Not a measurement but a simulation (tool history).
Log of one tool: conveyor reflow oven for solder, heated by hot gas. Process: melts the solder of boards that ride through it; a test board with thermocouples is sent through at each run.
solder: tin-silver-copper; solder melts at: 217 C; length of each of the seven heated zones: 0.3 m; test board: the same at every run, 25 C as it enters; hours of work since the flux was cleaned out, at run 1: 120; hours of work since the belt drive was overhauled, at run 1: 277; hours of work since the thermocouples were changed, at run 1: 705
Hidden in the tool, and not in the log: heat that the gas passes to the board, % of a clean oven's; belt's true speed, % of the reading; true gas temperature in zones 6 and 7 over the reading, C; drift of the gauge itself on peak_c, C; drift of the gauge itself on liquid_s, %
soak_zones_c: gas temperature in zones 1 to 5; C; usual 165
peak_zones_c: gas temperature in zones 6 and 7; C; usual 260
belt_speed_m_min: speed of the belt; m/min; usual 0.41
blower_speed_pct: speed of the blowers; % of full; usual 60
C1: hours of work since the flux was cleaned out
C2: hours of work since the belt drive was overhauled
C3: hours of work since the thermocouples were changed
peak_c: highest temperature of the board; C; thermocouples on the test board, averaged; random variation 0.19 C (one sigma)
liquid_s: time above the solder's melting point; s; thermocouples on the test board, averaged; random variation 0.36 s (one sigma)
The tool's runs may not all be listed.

{"run": 1, "hour": 0.0, "soak_zones_c": 165, "peak_zones_c": 260, "belt_speed_m_min": 0.41, "blower_speed_pct": 60, "C1": 120, "C2": 277, "C3": 705, "peak_c": 246.6, "liquid_s": 59.4}
{"run": 2, "hour": 8.5, "soak_zones_c": 165, "peak_zones_c": 260, "belt_speed_m_min": 0.41, "blower_speed_pct": 60, "C1": 126, "C2": 284, "C3": 712, "peak_c": 247, "liquid_s": 59.9}
{"run": 3, "hour": 23.3, "soak_zones_c": 165, "peak_zones_c": 260, "belt_speed_m_min": 0.41, "blower_speed_pct": 60, "C1": 138, "C2": 296, "C3": 724, "peak_c": 246.7, "liquid_s": 60.2}
{"run": 4, "hour": 36.8, "soak_zones_c": 165, "peak_zones_c": 260, "belt_speed_m_min": 0.41, "blower_speed_pct": 60, "C1": 149, "C2": 307, "C3": 734, "peak_c": 246.8, "liquid_s": 59.7}
{"hour": 52.1, "done": "flux residue cleaned out of gas plates and filters"}
{"run": 5, "hour": 53.1, "soak_zones_c": 165, "peak_zones_c": 260, "belt_speed_m_min": 0.41, "blower_speed_pct": 60, "C1": 1, "C2": 316, "C3": 743, "peak_c": 247.5, "liquid_s": 61.1}
{"run": 6, "hour": 68.0, "soak_zones_c": 165, "peak_zones_c": 260, "belt_speed_m_min": 0.41, "blower_speed_pct": 60, "C1": 13, "C2": 328, "C3": 755, "peak_c": 247.3, "liquid_s": 60.5}
{"run": 7, "hour": 79.9, "soak_zones_c": 150, "peak_zones_c": 260, "belt_speed_m_min": 0.41, "blower_speed_pct": 60, "C1": 22, "C2": 337, "C3": 765, "peak_c": 245.7, "liquid_s": 53.9}
{"run": 8, "hour": 92.8, "soak_zones_c": 150, "peak_zones_c": 260, "belt_speed_m_min": 0.41, "blower_speed_pct": 60, "C1": 32, "C2": 347, "C3": 775, "peak_c": 245.3, "liquid_s": 53.7}
{"run": 9, "hour": 108.8, "soak_zones_c": 150, "peak_zones_c": 260, "belt_speed_m_min": 0.41, "blower_speed_pct": 60, "C1": 45, "C2": 360, "C3": 788, "peak_c": 245.4, "liquid_s": 53.3}
{"run": 10, "hour": 124.5, "soak_zones_c": 150, "peak_zones_c": 260, "belt_speed_m_min": 0.41, "blower_speed_pct": 54, "C1": 58, "C2": 372, "C3": 800, "peak_c": 243.8, "liquid_s": 51.3}
{"run": 11, "hour": 136.4, "soak_zones_c": 150, "peak_zones_c": 260, "belt_speed_m_min": 0.41, "blower_speed_pct": 54, "C1": 67, "C2": 382, "C3": 810, "peak_c": 243.3, "liquid_s": 51}
{"run": 12, "hour": 148.3, "soak_zones_c": 150, "peak_zones_c": 260, "belt_speed_m_min": 0.41, "blower_speed_pct": 54, "C1": 77, "C2": 391, "C3": 819, "peak_c": 243.6, "liquid_s": 50.8}
{"run": 13, "hour": 163.5, "soak_zones_c": 165, "peak_zones_c": 260, "belt_speed_m_min": 0.41, "blower_speed_pct": 58, "C1": 89, "C2": 404, "C3": 831, "peak_c": 246.3, "liquid_s": 59.2}
{"run": 14, "hour": 179.1, "soak_zones_c": 165, "peak_zones_c": 260, "belt_speed_m_min": 0.41, "blower_speed_pct": 58, "C1": 101, "C2": 416, "C3": 843, "peak_c": 246.8, "liquid_s": 59.8}
{"run": 15, "hour": 194.1, "soak_zones_c": 165, "peak_zones_c": 260, "belt_speed_m_min": 0.41, "blower_speed_pct": 58, "C1": 113, "C2": 428, "C3": 855, "peak_c": 246.6, "liquid_s": 59.3}
{"run": 16, "hour": 207.9, "soak_zones_c": 165, "peak_zones_c": 260, "belt_speed_m_min": 0.41, "blower_speed_pct": 60, "C1": 124, "C2": 439, "C3": 866, "peak_c": 246.9, "liquid_s": 59.7}
{"run": 17, "hour": 225.1, "soak_zones_c": 153, "peak_zones_c": 255, "belt_speed_m_min": 0.41, "blower_speed_pct": 60, "C1": 138, "C2": 453, "C3": 880, "peak_c": 240.2, "liquid_s": 49.1}
{"run": 18, "hour": 236.5, "soak_zones_c": 158, "peak_zones_c": 260, "belt_speed_m_min": 0.439, "blower_speed_pct": 54, "C1": 147, "C2": 462, "C3": 889, "peak_c": 241.9, "liquid_s": 47.6}
{"hour": 246.2, "done": "thermocouples of zones 6 and 7 changed"}
{"run": 19, "hour": 247.2, "soak_zones_c": 158, "peak_zones_c": 260, "belt_speed_m_min": 0.439, "blower_speed_pct": 54, "C1": 154, "C2": 469, "C3": 1, "peak_c": 242.6, "liquid_s": 48.2}
{"hour": 257.2, "done": "flux residue cleaned out of gas plates and filters"}
{"run": 20, "hour": 265.7, "soak_zones_c": 180, "peak_zones_c": 257, "belt_speed_m_min": 0.389, "blower_speed_pct": 58, "C1": 7, "C2": 479, "C3": 12, "peak_c": 248.9, "liquid_s": 72.3}
{"run": 21, "hour": 277.5, "soak_zones_c": 180, "peak_zones_c": 257, "belt_speed_m_min": 0.389, "blower_speed_pct": 58, "C1": 16, "C2": 489, "C3": 21, "peak_c": 248.3, "liquid_s": 72.5}
{"run": 22, "hour": 291.0, "soak_zones_c": 154, "peak_zones_c": 272, "belt_speed_m_min": 0.378, "blower_speed_pct": 58, "C1": 27, "C2": 499, "C3": 32, "peak_c": 260.3, "liquid_s": 73.1}
{"run": 23, "hour": 299.8, "soak_zones_c": 165, "peak_zones_c": 260, "belt_speed_m_min": 0.41, "blower_speed_pct": 67, "C1": 34, "C2": 506, "C3": 39, "peak_c": 249.5, "liquid_s": 63.1}
{"run": 24, "hour": 309.6, "soak_zones_c": 162, "peak_zones_c": 260, "belt_speed_m_min": 0.385, "blower_speed_pct": 66, "C1": 42, "C2": 514, "C3": 47, "peak_c": 250.3, "liquid_s": 67.7}
{"run": 25, "hour": 321.5, "soak_zones_c": 165, "peak_zones_c": 254, "belt_speed_m_min": 0.402, "blower_speed_pct": 60, "C1": 51, "C2": 524, "C3": 56, "peak_c": 243.2, "liquid_s": 59.1}
{"run": 26, "hour": 335.2, "soak_zones_c": 165, "peak_zones_c": 254, "belt_speed_m_min": 0.402, "blower_speed_pct": 60, "C1": 62, "C2": 535, "C3": 67, "peak_c": 243.2, "liquid_s": 57.9}
{"run": 27, "hour": 350.9, "soak_zones_c": 165, "peak_zones_c": 254, "belt_speed_m_min": 0.402, "blower_speed_pct": 60, "C1": 75, "C2": 547, "C3": 79, "peak_c": 243, "liquid_s": 58.2}
{"run": 28, "hour": 365.6, "soak_zones_c": 165, "peak_zones_c": 254, "belt_speed_m_min": 0.486, "blower_speed_pct": 60, "C1": 86, "C2": 559, "C3": 91, "peak_c": 237.4, "liquid_s": 39.7}
{"run": 29, "hour": 379.2, "soak_zones_c": 165, "peak_zones_c": 254, "belt_speed_m_min": 0.486, "blower_speed_pct": 60, "C1": 97, "C2": 570, "C3": 102, "peak_c": 237.4, "liquid_s": 39.2}
{"run": 30, "hour": 392.8, "soak_zones_c": 170, "peak_zones_c": 267, "belt_speed_m_min": 0.489, "blower_speed_pct": 53, "C1": 108, "C2": 580, "C3": 113, "peak_c": 247.8, "liquid_s": 50.6}
{"run": 31, "hour": 409.0, "soak_zones_c": 170, "peak_zones_c": 267, "belt_speed_m_min": 0.489, "blower_speed_pct": 53, "C1": 121, "C2": 593, "C3": 126, "peak_c": 247.7, "liquid_s": 51}

Forecast each of these 4 alternatives for the next run:
{"run": "A", "hour": 423.0, "soak_zones_c": 163, "peak_zones_c": 251, "belt_speed_m_min": 0.41, "blower_speed_pct": 60, "C1": 132, "C2": 604, "C3": 137, "peak_c": "?", "liquid_s": "?"}
{"run": "B", "hour": 423.0, "soak_zones_c": 150, "peak_zones_c": 267, "belt_speed_m_min": 0.435, "blower_speed_pct": 57, "C1": 132, "C2": 604, "C3": 137, "peak_c": "?", "liquid_s": "?"}
{"run": "C", "hour": 423.0, "soak_zones_c": 165, "peak_zones_c": 267, "belt_speed_m_min": 0.489, "blower_speed_pct": 53, "C1": 132, "C2": 604, "C3": 137, "peak_c": "?", "liquid_s": "?"}
{"run": "D", "hour": 423.0, "soak_zones_c": 173, "peak_zones_c": 260, "belt_speed_m_min": 0.413, "blower_speed_pct": 53, "C1": 132, "C2": 604, "C3": 137, "peak_c": "?", "liquid_s": "?"}

run=A peak_c=239.4 liquid_s=51
run=B peak_c=249.4 liquid_s=53.4
run=C peak_c=246.9 liquid_s=48.5
run=D peak_c=246.9 liquid_s=62.9
Without the tool's hidden state the same runs would have given:
run=A peak_c=240 liquid_s=51.1
run=B peak_c=250.1 liquid_s=53.2
run=C peak_c=247.5 liquid_s=48.3
run=D peak_c=247.4 liquid_s=62.4
